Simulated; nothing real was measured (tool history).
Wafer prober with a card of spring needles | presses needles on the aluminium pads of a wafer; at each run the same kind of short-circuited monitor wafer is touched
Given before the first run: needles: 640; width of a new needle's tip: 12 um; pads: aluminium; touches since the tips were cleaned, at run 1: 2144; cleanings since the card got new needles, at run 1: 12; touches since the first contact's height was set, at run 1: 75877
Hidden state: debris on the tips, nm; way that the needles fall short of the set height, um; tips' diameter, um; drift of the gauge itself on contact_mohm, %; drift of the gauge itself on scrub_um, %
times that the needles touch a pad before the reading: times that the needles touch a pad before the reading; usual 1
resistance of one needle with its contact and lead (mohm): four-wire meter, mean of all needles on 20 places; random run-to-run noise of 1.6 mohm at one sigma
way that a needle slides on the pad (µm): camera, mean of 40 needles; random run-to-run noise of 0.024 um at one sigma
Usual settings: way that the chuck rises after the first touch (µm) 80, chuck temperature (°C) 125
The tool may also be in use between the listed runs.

run   hour  way that the chuck rises after the first touch (µm)  chuck temperature (°C)  times that the needles touch a pad before the reading  touches since the tips were cleaned  cleanings since the card got new needles  touches since the first contact's height was set  resistance of one needle with its contact and lead (mohm)  way that a needle slides on the pad (µm)
  1    0.0                                                   80                     125                                                      1                                 2144                                        12                                             75877                                                        192                                     12.33
       8.6  -- tips cleaned on abrasive film
  2   19.5                                                   60                     125                                                      1                                 4747                                        13                                             84326                                                        236                                      9.20
      22.6  -- tips cleaned on abrasive film
      37.6  -- tips cleaned on abrasive film
  3   41.9                                                   93                     125                                                      1                                 1884                                        15                                             93965                                                        176                                     14.29
      50.3  -- tips cleaned on abrasive film
  4   52.5                                                   93                     125                                                      1                                  938                                        16                                             98518                                                        170                                     14.38
      64.5  -- tips cleaned on abrasive film
  5   65.4                                                   93                     125                                                      1                                  355                                        17                                            104069                                                        165                                     14.38
      78.5  -- tips cleaned on abrasive film
  6   86.0                                                   93                     125                                                      1                                 3265                                        18                                            113004                                                        193                                     14.32
      92.3  -- tips cleaned on abrasive film
  7   98.2                                                   93                     125                                                      1                                 2588                                        19                                            118263                                                        181                                     14.28
     105.1  -- tips cleaned on abrasive film
     118.4  -- tips cleaned on abrasive film
  8  118.4                                                   93                     125                                                      2                                    0                                        21                                            126966                                                        159                                     14.27
     131.6  -- tips cleaned on abrasive film
  9  143.0                                                   93                     125                                                      1                                 4964                                        22                                            137596                                                        192                                     14.26
     145.2  -- tips cleaned on abrasive film
     159.4  -- tips cleaned on abrasive film
 10  159.4                                                   93                     125                                                      1                                    0                                        24                                            144619                                                        161                                     14.30
     173.1  -- tips cleaned on abrasive film
 11  181.8                                                   80                     125                                                      2                                 3785                                        25                                            154328                                                        187                                     12.22
     186.7  -- tips cleaned on abrasive film
 12  199.2                                                   80                     125                                                      2                                 5438                                        26                                            161838                                                        187                                     12.22
     200.9  -- tips cleaned on abrasive film
     213.6  -- tips cleaned on abrasive film
 13  217.8                                                   80                     125                                                      1                                 1806                                        28                                            169837                                                        183                                     12.22
     227.5  -- tips cleaned on abrasive film
     233.3  -- height of the first contact set anew
 14  238.3                                                   80                     125                                                      1                                 4560                                        29                                              2157                                                        206                                     12.45
     241.4  -- tips cleaned on abrasive film
     254.5  -- tips cleaned on abrasive film
 15  256.4                                                   80                     125                                                      2                                  797                                        31                                              9923                                                        167                                     12.39
     267.6  -- tips cleaned on abrasive film
 16  273.1                                                   70                      70                                                      2                                 2373                                        32                                             17152                                                        178                                     10.88
     280.3  -- tips cleaned on abrasive film
 17  287.7                                                   98                     101                                                      1                                 3199                                        33                                             23449                                                        182                                     15.22
     293.4  -- tips cleaned on abrasive film
 18  301.8                                                   98                     101                                                      1                                 3628                                        34                                             29526                                                        184                                     15.15
     306.5  -- tips cleaned on abrasive film
     319.5  -- tips cleaned on abrasive film
 19  321.6                                                   98                     101                                                      1                                  897                                        36                                             38058                                                        166                                     15.14
     332.8  -- tips cleaned on abrasive film
 20  339.0                                                   98                     101                                                      1                                 2699                                        37                                             45604                                                        179                                     15.18
     346.1  -- tips cleaned on abrasive film
 21  357.5                                                   90                      76                                                      1                                 4960                                        38                                             53572                                                        194                                     13.89
     359.7  -- tips cleaned on abrasive film
     373.0  -- tips cleaned on abrasive film
 22  373.0                                                   60                     109                                                      1                                    0                                        40                                             60218                                                        166                                      9.24
     386.5  -- tips cleaned on abrasive film
 23  395.4                                                   80                     104                                                      3                                 3859                                        41                                             69926                                                        174                                     12.34
     399.6  -- tips cleaned on abrasive film
 24  408.6                                                   97                      52                                                      1                                 3885                                        42                                             75597                                                        178                                     15.01
     412.4  -- tips cleaned on abrasive film
     425.9  -- tips cleaned on abrasive film
 25  427.9                                                   91                     104                                                      1                                  888                                        44                                             83929                                                        171                                     13.99
     438.9  -- tips cleaned on abrasive film
 26  444.3                                                   98                      28                                                      1                                 2353                                        45                                             90987                                                        166                                     15.11

4 ways to go on from here, each from the tool as it stands after run 26. What would each give?
     452.9  -- tips cleaned on abrasive film
  A  455.8                                                   80                      61                                                      2                                 1296                                        46                                             95969                                                          ?                                         ?
     452.9  -- tips cleaned on abrasive film
  B  455.8                                                   80                     125                                                      2                                 1296                                        46                                             95969                                                          ?                                         ?
     452.9  -- tips cleaned on abrasive film
  C  455.8                                                   80                      54                                                      1                                 1296                                        46                                             95969                                                          ?                                         ?
     452.9  -- tips cleaned on abrasive film
  D  455.8                                                   63                      75                                                      1                                 1296                                        46                                             95969                                                          ?                                         ?

run  resistance of one needle with its contact and lead (mohm)  way that a needle slides on the pad (µm)
  A                                                        163                                     12.25
  B                                                        173                                     12.29
  C                                                        173                                     12.24
  D                                                        193                                      9.63
With the hidden condition removed and each run's random variation left untouched, the same runs would have given:
run  resistance of one needle with its contact and lead (mohm)  way that a needle slides on the pad (µm)
  A                                                        147                                     12.40
  B                                                        158                                     12.44
  C                                                        146                                     12.39
  D                                                        153                                      9.78

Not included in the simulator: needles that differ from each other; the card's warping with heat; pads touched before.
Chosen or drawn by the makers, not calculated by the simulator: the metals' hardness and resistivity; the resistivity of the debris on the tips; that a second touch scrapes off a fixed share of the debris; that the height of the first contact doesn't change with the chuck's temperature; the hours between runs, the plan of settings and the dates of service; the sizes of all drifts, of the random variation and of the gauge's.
